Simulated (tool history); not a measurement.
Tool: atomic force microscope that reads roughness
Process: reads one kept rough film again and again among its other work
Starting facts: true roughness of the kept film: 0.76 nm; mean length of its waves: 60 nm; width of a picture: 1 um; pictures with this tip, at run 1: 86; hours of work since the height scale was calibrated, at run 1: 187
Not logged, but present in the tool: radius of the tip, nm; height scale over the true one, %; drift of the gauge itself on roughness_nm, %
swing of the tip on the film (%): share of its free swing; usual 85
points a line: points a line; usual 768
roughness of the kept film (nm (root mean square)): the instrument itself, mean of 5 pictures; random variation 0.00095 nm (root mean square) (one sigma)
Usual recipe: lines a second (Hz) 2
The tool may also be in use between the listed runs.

| run | hour | lines a second (Hz) | swing of the tip on the film (%) | points a line | pictures with this tip | hours of work since the height scale was calibrated | roughness of the kept film (nm (root mean square)) |
|---|---|---|---|---|---|---|---|
| 1 | 0 | 2 | 85 | 768 | 86 | 187 | 0.6697 |
| 2 | 16.2 | 2 | 85 | 768 | 108 | 194 | 0.6673 |
| 3 | 23.5 | 1.88 | 85 | 768 | 118 | 198 | 0.672 |
| 4 | 32.6 | 1.88 | 85 | 768 | 130 | 202 | 0.6705 |
| 5 | 39.7 | 0.69 | 85 | 768 | 139 | 205 | 0.7204 |
| 6 | 48 | 0.69 | 85 | 768 | 151 | 209 | 0.7215 |
| 7 | 58.6 | 2 | 60 | 768 | 165 | 214 | 0.7286 |
| 8 | 66.2 | 2 | 60 | 768 | 175 | 217 | 0.7284 |
| 9 | 75.5 | 2 | 60 | 768 | 188 | 221 | 0.7261 |
| 10 | 83.6 | 2 | 60 | 768 | 199 | 225 | 0.7257 |
|  | 91.2 | new tip fitted |
| 11 | 99.4 | 2 | 60 | 768 | 11 | 232 | 0.7359 |
| 12 | 109.6 | 1.03 | 85 | 768 | 25 | 237 | 0.7121 |
| 13 | 124 | 2 | 60 | 768 | 44 | 243 | 0.7344 |
| 14 | 139.1 | 2 | 80 | 768 | 65 | 250 | 0.6875 |
| 15 | 155 | 2 | 80 | 768 | 86 | 258 | 0.6873 |
| 16 | 166.7 | 2 | 80 | 768 | 102 | 263 | 0.686 |
| 17 | 178.8 | 2 | 80 | 768 | 118 | 268 | 0.6836 |
| 18 | 196 | 2 | 80 | 768 | 142 | 276 | 0.6856 |
| 19 | 211.7 | 1.14 | 85 | 768 | 163 | 283 | 0.7006 |
| 20 | 228.8 | 2 | 85 | 768 | 186 | 291 | 0.6664 |
|  | 244.9 | new tip fitted |
| 21 | 245.9 | 2 | 85 | 768 | 1 | 299 | 0.6747 |
| 22 | 258.9 | 0.98 | 65 | 418 | 19 | 305 | 0.7432 |
| 23 | 273.2 | 1.65 | 65 | 449 | 38 | 311 | 0.7323 |
| 24 | 283.7 | 1.65 | 65 | 449 | 52 | 316 | 0.7308 |
| 25 | 296.8 | 2.26 | 85 | 325 | 70 | 322 | 0.6606 |
| 26 | 313.1 | 2.21 | 81 | 379 | 92 | 330 | 0.6738 |
| 27 | 321 | 2 | 67 | 308 | 103 | 333 | 0.7167 |
| 28 | 331.4 | 2.21 | 85 | 730 | 117 | 338 | 0.6588 |
| 29 | 343.3 | 2.21 | 85 | 730 | 133 | 343 | 0.6587 |
| 30 | 359.5 | 3.34 | 85 | 690 | 155 | 351 | 0.6198 |
| 31 | 366.6 | 3.34 | 85 | 690 | 164 | 354 | 0.6192 |
| 32 | 380.5 | 2.19 | 79 | 511 | 183 | 360 | 0.6785 |
| 33 | 397.7 | 2 | 64 | 406 | 206 | 368 | 0.7207 |
|  | 399.3 | new tip fitted |
| 34 | 410.3 | 0.63 | 64 | 259 | 15 | 374 | 0.7465 |
| 35 | 427.1 | 2.95 | 65 | 347 | 37 | 381 | 0.712 |
| 36 | 441.3 | 2.95 | 81 | 432 | 57 | 388 | 0.6557 |
| 37 | 452.3 | 1.24 | 64 | 502 | 71 | 393 | 0.7388 |
| 38 | 460.8 | 1.24 | 64 | 502 | 83 | 397 | 0.7368 |
| 39 | 477.1 | 1.69 | 71 | 539 | 105 | 404 | 0.7169 |
| 40 | 489 | 0.67 | 68 | 516 | 121 | 410 | 0.7428 |
| 41 | 502.6 | 1.23 | 60 | 627 | 139 | 416 | 0.7387 |
| 42 | 513.6 | 2 | 62 | 410 | 154 | 421 | 0.7261 |

Alternative continuations, all from the tool just after run 42; predict every row:
| A | 524.8 | 0.63 | 63 | 768 | 169 | 426 | ? |
| B | 524.8 | 1.03 | 62 | 410 | 169 | 426 | ? |
| C | 524.8 | 0.59 | 79 | 410 | 169 | 426 | ? |

| run | roughness of the kept film (nm (root mean square)) |
|---|---|
| A | 0.7432 |
| B | 0.736 |
| C | 0.7304 |
Without the tool's hidden state the same runs would have given:
| run | roughness of the kept film (nm (root mean square)) |
|---|---|
| A | 0.7469 |
| B | 0.7396 |
| C | 0.734 |

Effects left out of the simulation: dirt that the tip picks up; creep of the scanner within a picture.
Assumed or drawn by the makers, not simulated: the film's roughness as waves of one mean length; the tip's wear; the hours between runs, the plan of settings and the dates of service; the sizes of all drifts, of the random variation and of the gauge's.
